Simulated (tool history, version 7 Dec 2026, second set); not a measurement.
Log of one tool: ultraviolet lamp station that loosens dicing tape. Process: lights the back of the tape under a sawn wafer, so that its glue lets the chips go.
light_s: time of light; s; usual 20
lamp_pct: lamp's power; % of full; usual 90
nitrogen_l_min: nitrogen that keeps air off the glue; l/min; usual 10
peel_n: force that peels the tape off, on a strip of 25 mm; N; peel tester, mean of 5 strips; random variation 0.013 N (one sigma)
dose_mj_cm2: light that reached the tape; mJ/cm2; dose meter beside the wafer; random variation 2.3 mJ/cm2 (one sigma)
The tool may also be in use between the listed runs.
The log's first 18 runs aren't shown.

run	hour	light_s	lamp_pct	nitrogen_l_min	hours of work of the lamp	hours of work since the window was cleaned	peel_n	dose_mj_cm2
19	734.6	20	86	20	393	201	1.176	150
# hour 740.4: window cleaned of glue's vapour
20	773.9	19	90	10	415	19	1.189	163
21	799	19	90	10	429	33	1.307	161
22	841.1	11	93	9	453	57	2.627	89
23	871.7	13	99	16	470	74	1.832	114
24	922.2	21	90	13	499	102	1.152	161
25	972.1	20	88	10	527	131	1.45	141
26	1016.3	20	88	10	552	155	1.564	134
27	1067.5	20	81	10	580	184	1.911	116
# hour 1099.8: window cleaned of glue's vapour
28	1122.5	15	72	15	611	13	2.725	83
# hour 1169.7: lamp changed
29	1169.7	20	76	5	0	39	1.188	193
30	1198.7	20	76	5	16	55	1.236	185
31	1231.7	27	76	5	35	74	0.724	249
32	1275.4	27	76	5	60	98	0.794	237
33	1323.5	32	76	11	87	125	0.388	279
34	1375.1	25	90	10	116	154	0.547	246
35	1420.6	25	61	3	141	180	1.793	160
36	1456.7	25	61	3	162	200	1.861	159
# hour 1460: window cleaned of glue's vapour
37	1494.6	38	61	3	183	20	0.86	266

4 ways to go on from here, each from the tool as it stands after run 37. What would each give?
A	1518.5	38	93	3	196	33	?	?
B	1518.5	11	83	3	196	33	?	?
C	1518.5	11	61	9	196	33	?	?
D	1518.5	20	70	18	196	33	?	?

run	peel_n	dose_mj_cm2
A	0.359	401
B	2.996	102
C	3.054	75
D	1.106	158
Without the tool's hidden state the same runs would have given:
run	peel_n	dose_mj_cm2
A	0.252	468
B	2.6	120
C	2.669	88
D	0.827	184

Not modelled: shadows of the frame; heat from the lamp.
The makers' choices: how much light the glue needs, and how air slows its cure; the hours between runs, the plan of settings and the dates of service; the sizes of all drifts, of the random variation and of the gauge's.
